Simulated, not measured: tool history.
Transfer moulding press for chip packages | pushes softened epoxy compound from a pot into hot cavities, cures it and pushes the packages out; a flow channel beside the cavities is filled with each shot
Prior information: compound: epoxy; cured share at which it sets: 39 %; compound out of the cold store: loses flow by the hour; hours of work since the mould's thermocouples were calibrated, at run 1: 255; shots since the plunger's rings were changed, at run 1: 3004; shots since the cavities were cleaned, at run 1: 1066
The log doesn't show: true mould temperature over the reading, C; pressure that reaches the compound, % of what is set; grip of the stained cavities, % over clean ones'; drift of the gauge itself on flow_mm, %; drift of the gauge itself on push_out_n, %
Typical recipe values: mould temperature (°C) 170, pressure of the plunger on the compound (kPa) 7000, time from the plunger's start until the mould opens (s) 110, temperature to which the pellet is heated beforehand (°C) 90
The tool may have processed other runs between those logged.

run	hour	mould temperature (°C)	pressure of the plunger on the compound (kPa)	time from the plunger's start until the mould opens (s)	temperature to which the pellet is heated beforehand (°C)	hours of work since the mould's thermocouples were calibrated	shots since the plunger's rings were changed	shots since the cavities were cleaned	incoming compound's hours out of the cold store	length that the compound runs in the flow channel (mm)	greatest force on the pins that push the packages out (N)
1	0.0	170	7000	110	90	255	3004	1066	39.4	759	432
# hour 6.1: cavities cleaned with cleaning compound and waxed
2	58.2	170	7000	110	90	298	3734	672	37.9	761	371
# hour 66.5: plunger's sealing rings changed
# hour 98.3: cavities cleaned with cleaning compound and waxed
3	107.2	170	5940	110	90	333	505	114	17.9	768	250
4	153.6	170	7000	115	90	369	1103	712	23.6	813	377
# hour 169.9: mould's thermocouples calibrated
# hour 190.3: cavities cleaned with cleaning compound and waxed
5	191.0	170	7000	134	90	15	1540	9	21.1	815	194
6	226.6	170	7000	134	90	42	1999	468	30.9	793	307
7	272.6	170	7000	140	90	78	2592	1061	23.1	810	355
# hour 278.0: cavities cleaned with cleaning compound and waxed
# hour 321.7: mould's thermocouples calibrated, once more
8	327.1	170	7000	110	85	4	3248	606	35.0	775	373
9	361.8	170	7000	110	90	31	3695	1053	41.2	758	409
# hour 368.2: cavities cleaned with cleaning compound and waxed
# hour 375.9: plunger's sealing rings changed
10	390.3	170	7000	110	90	50	185	253	45.4	767	293
11	439.6	170	7000	110	90	87	820	888	44.2	767	394
# hour 460.9: cavities cleaned with cleaning compound and waxed
12	490.0	170	7000	123	90	125	1449	373	13.8	842	289
13	529.3	170	7000	123	90	155	1956	880	25.3	806	370
# hour 550.8: cavities cleaned with cleaning compound and waxed
14	558.7	170	7000	123	90	176	2316	102	16.5	828	228
15	584.9	170	7000	103	99	197	2653	439	10.8	834	358
16	618.1	170	7350	103	99	222	3080	866	26.0	806	406
# hour 640.7: cavities cleaned with cleaning compound and waxed
17	672.2	164	7000	134	91	262	3759	406	31.1	803	331
# hour 679.7: plunger's sealing rings changed
18	701.9	164	7000	134	91	283	286	756	13.3	880	396
# hour 734.1: cavities cleaned with cleaning compound and waxed
19	751.9	177	7000	110	80	321	911	230	32.2	770	251
20	802.8	173	7000	110	82	360	1566	885	28.9	792	370
# hour 823.6: cavities cleaned with cleaning compound and waxed
# hour 831.9: mould's thermocouples calibrated
21	841.2	173	7000	110	82	7	2016	201	16.7	823	268
22	865.0	166	7000	125	82	25	2322	507	47.8	772	360
23	898.0	170	6780	111	90	51	2748	933	46.5	741	397
# hour 913.2: cavities cleaned with cleaning compound and waxed
24	951.9	172	7000	110	93	91	3423	499	15.1	810	332
# hour 985.2: plunger's sealing rings changed
# hour 1004.1: cavities cleaned with cleaning compound and waxed
25	1004.1	174	7000	143	99	128	224	0	10.2	842	178
26	1045.2	167	7050	136	81	159	754	530	28.7	821	319
27	1085.3	173	7000	110	90	190	1271	1047	34.2	778	366

Describe how what the log doesn't record of the tool's condition differs between the last listed run preceding each entry between runs and the first listed run following it.
Between runs 1 and 2: cavities cleaned with cleaning compound and waxed (hour 6.1)
  true mould temperature over the reading, C: 0.58 -> 0.68; pressure that reaches the compound, % of what is set: 94.75 -> 93.49; grip of the stained cavities, % over clean ones': 96.5 -> 74.4
  the result without the hidden state subtracted from the measured one, length that the compound runs in the flow channel (mm): -23 -> -29; greatest force on the pins that push the packages out (N): +208 -> +152
Between runs 2 and 3: plunger's sealing rings changed (hour 66.5); cavities cleaned with cleaning compound and waxed (hour 98.3)
  true mould temperature over the reading, C: 0.68 -> 0.75; pressure that reaches the compound, % of what is set: 93.49 -> 98.62; grip of the stained cavities, % over clean ones': 74.4 -> 19.3
  the result without the hidden state subtracted from the measured one, length that the compound runs in the flow channel (mm): -29 -> -8; greatest force on the pins that push the packages out (N): +152 -> +34
Between runs 4 and 5: mould's thermocouples calibrated (hour 169.9); cavities cleaned with cleaning compound and waxed (hour 190.3)
  true mould temperature over the reading, C: 0.83 -> 0.98; pressure that reaches the compound, % of what is set: 97.71 -> 97.02; grip of the stained cavities, % over clean ones': 79.8 -> 3
  the result without the hidden state subtracted from the measured one, length that the compound runs in the flow channel (mm): -13 -> -16; greatest force on the pins that push the packages out (N): +162 -> +3
Between runs 7 and 8: cavities cleaned with cleaning compound and waxed (hour 278.0); mould's thermocouples calibrated, once more (hour 321.7)
  true mould temperature over the reading, C: 1.11 -> 0.54; pressure that reaches the compound, % of what is set: 95.27 -> 94.2; grip of the stained cavities, % over clean ones': 97.5 -> 70.4
  the result without the hidden state subtracted from the measured one, length that the compound runs in the flow channel (mm): -24 -> -26; greatest force on the pins that push the packages out (N): +174 -> +148
Between runs 9 and 10: cavities cleaned with cleaning compound and waxed (hour 368.2); plunger's sealing rings changed (hour 375.9)
  true mould temperature over the reading, C: 0.6 -> 0.64; pressure that reaches the compound, % of what is set: 93.48 -> 99.1; grip of the stained cavities, % over clean ones': 95 -> 39.5
  the result without the hidden state subtracted from the measured one, length that the compound runs in the flow channel (mm): -28 -> -6; greatest force on the pins that push the packages out (N): +195 -> +77
Between runs 11 and 12: cavities cleaned with cleaning compound and waxed (hour 460.9)
  true mould temperature over the reading, C: 0.72 -> 0.8; pressure that reaches the compound, % of what is set: 98.08 -> 97; grip of the stained cavities, % over clean ones': 88.1 -> 52.3
  the result without the hidden state subtracted from the measured one, length that the compound runs in the flow channel (mm): -10 -> -16; greatest force on the pins that push the packages out (N): +178 -> +97
Between runs 13 and 14: cavities cleaned with cleaning compound and waxed (hour 550.8)
  true mould temperature over the reading, C: 0.86 -> 0.91; pressure that reaches the compound, % of what is set: 96.19 -> 95.58; grip of the stained cavities, % over clean ones': 89.1 -> 17.9
  the result without the hidden state subtracted from the measured one, length that the compound runs in the flow channel (mm): -20 -> -23; greatest force on the pins that push the packages out (N): +171 -> +30
Between runs 16 and 17: cavities cleaned with cleaning compound and waxed (hour 640.7)
  true mould temperature over the reading, C: 1.01 -> 1.11; pressure that reaches the compound, % of what is set: 94.3 -> 93.21; grip of the stained cavities, % over clean ones': 87.3 -> 53.4
  the result without the hidden state subtracted from the measured one, length that the compound runs in the flow channel (mm): -28 -> -34; greatest force on the pins that push the packages out (N): +179 -> +104
Between runs 17 and 18: plunger's sealing rings changed (hour 679.7)
  true mould temperature over the reading, C: 1.11 -> 1.15; pressure that reaches the compound, % of what is set: 93.21 -> 99.5; grip of the stained cavities, % over clean ones': 53.4 -> 80
  the result without the hidden state subtracted from the measured one, length that the compound runs in the flow channel (mm): -34 -> -8; greatest force on the pins that push the packages out (N): +104 -> +160
Between runs 18 and 19: cavities cleaned with cleaning compound and waxed (hour 734.1)
  true mould temperature over the reading, C: 1.15 -> 1.24; pressure that reaches the compound, % of what is set: 99.5 -> 98.49; grip of the stained cavities, % over clean ones': 80 -> 38.2
  the result without the hidden state subtracted from the measured one, length that the compound runs in the flow channel (mm): -8 -> -10; greatest force on the pins that push the packages out (N): +160 -> +68
Between runs 20 and 21: cavities cleaned with cleaning compound and waxed (hour 823.6); mould's thermocouples calibrated (hour 831.9)
  true mould temperature over the reading, C: 1.32 -> 0.12; pressure that reaches the compound, % of what is set: 97.48 -> 96.74; grip of the stained cavities, % over clean ones': 90.4 -> 33.5
  the result without the hidden state subtracted from the measured one, length that the compound runs in the flow channel (mm): -15 -> -15; greatest force on the pins that push the packages out (N): +169 -> +66
Between runs 23 and 24: cavities cleaned with cleaning compound and waxed (hour 913.2)
  true mould temperature over the reading, C: 0.22 -> 0.3; pressure that reaches the compound, % of what is set: 95.55 -> 94.47; grip of the stained cavities, % over clean ones': 90 -> 65.4
  the result without the hidden state subtracted from the measured one, length that the compound runs in the flow channel (mm): -18 -> -24; greatest force on the pins that push the packages out (N): +188 -> +131
Between runs 24 and 25: plunger's sealing rings changed (hour 985.2); cavities cleaned with cleaning compound and waxed (hour 1004.1)
  true mould temperature over the reading, C: 0.3 -> 0.38; pressure that reaches the compound, % of what is set: 94.47 -> 99.2; grip of the stained cavities, % over clean ones': 65.4 -> 0.1
  the result without the hidden state subtracted from the measured one, length that the compound runs in the flow channel (mm): -24 -> -4; greatest force on the pins that push the packages out (N): +131 -> +0

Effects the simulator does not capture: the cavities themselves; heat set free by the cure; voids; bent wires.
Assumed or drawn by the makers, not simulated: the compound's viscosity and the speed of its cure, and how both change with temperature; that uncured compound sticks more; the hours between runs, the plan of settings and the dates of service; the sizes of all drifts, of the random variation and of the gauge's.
